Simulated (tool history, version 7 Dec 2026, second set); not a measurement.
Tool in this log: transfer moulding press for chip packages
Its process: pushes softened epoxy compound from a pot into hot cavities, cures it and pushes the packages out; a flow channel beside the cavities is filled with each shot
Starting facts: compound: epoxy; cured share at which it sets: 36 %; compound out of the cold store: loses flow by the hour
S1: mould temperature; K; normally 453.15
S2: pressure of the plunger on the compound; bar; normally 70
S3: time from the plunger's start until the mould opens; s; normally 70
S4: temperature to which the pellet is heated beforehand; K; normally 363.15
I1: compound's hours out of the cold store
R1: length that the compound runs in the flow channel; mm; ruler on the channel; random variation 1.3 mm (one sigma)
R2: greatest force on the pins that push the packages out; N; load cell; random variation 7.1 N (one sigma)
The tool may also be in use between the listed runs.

| run | hour | S1 | S2 | S3 | S4 | I1 | R1 | R2 |
|---|---|---|---|---|---|---|---|---|
| 1 | 0 | 453.15 | 70 | 70 | 363.15 | 29 | 513 | 463 |
| 2 | 13 | 453.15 | 70 | 70 | 363.15 | 18.5 | 537 | 383 |
| 3 | 28.8 | 453.15 | 70 | 110 | 363.15 | 24.1 | 522 | 328 |
| 4 | 44.3 | 453.15 | 70 | 110 | 363.15 | 18.3 | 538 | 343 |
| 5 | 54.4 | 453.15 | 70 | 110 | 363.15 | 24.5 | 522 | 361 |
| 6 | 69.6 | 454.15 | 70 | 110 | 363.15 | 33.6 | 498 | 358 |
| 7 | 85.8 | 454.15 | 70 | 110 | 363.15 | 34.6 | 494 | 277 |
| 8 | 94.6 | 453.15 | 70 | 70 | 363.15 | 27.4 | 512 | 384 |
| 9 | 110.3 | 453.15 | 70 | 70 | 363.15 | 19.3 | 529 | 415 |
| 10 | 129.1 | 453.15 | 70 | 70 | 363.15 | 37.2 | 489 | 433 |
| 11 | 140.2 | 458.15 | 74 | 60 | 362.15 | 30.2 | 509 | 458 |
| 12 | 154.1 | 446.15 | 53.4 | 70 | 363.15 | 30.7 | 445 | 701 |
| 13 | 170.4 | 446.15 | 53.4 | 70 | 363.15 | 33.7 | 439 | 545 |
| 14 | 189.2 | 446.15 | 53.4 | 70 | 363.15 | 37.9 | 431 | 592 |
| 15 | 205.8 | 447.15 | 81.1 | 61 | 362.15 | 18.8 | 574 | 891 |
| 16 | 213.6 | 447.15 | 81.1 | 61 | 362.15 | 19.5 | 573 | 920 |
| 17 | 223.8 | 460.15 | 81.1 | 61 | 362.15 | 35.1 | 515 | 425 |
| 18 | 241.7 | 451.15 | 70 | 58 | 363.15 | 35.7 | 487 | 583 |
| 19 | 250 | 453.15 | 70 | 54 | 363.15 | 17.3 | 523 | 707 |

The log once held 4 entries between its listed runs, left out of this copy. Where does each go, and what is different about the tool's unlogged condition between the listed run before it and the listed run after it?
After run 1, before run 2: cavities cleaned with cleaning compound and waxed (hour 7.3)
  true mould temperature over the reading, C: 0.43 -> 0.44; pressure that reaches the compound, % of what is set: 98.36 -> 98.1; grip of the stained cavities, % over clean ones': 34.9 -> 8.3
  measured value less the no-hidden-state value, R1: -5 -> -6 mm; R2: +113 -> +22 N
After run 6, before run 7: cavities cleaned with cleaning compound and waxed (hour 83.6)
  pressure that reaches the compound, % of what is set: 96.85 -> 96.51; grip of the stained cavities, % over clean ones': 35.6 -> 3.4
  measured value less the no-hidden-state value, R1: -8 -> -10 mm; R2: +94 -> +9 N
After run 12, before run 13: cavities cleaned with cleaning compound and waxed (hour 160.7)
  true mould temperature over the reading, C: 0.5 -> 0.51; pressure that reaches the compound, % of what is set: 94.96 -> 94.61; grip of the stained cavities, % over clean ones': 37.4 -> 10.3
  measured value less the no-hidden-state value, R1: -13 -> -13 mm; R2: +171 -> +34 N
After run 17, before run 18: cavities cleaned with cleaning compound and waxed (hour 237.1)
  pressure that reaches the compound, % of what is set: 93.51 -> 93.11; grip of the stained cavities, % over clean ones': 35 -> 6.7
  measured value less the no-hidden-state value, R1: -18 -> -19 mm; R2: +103 -> +16 N

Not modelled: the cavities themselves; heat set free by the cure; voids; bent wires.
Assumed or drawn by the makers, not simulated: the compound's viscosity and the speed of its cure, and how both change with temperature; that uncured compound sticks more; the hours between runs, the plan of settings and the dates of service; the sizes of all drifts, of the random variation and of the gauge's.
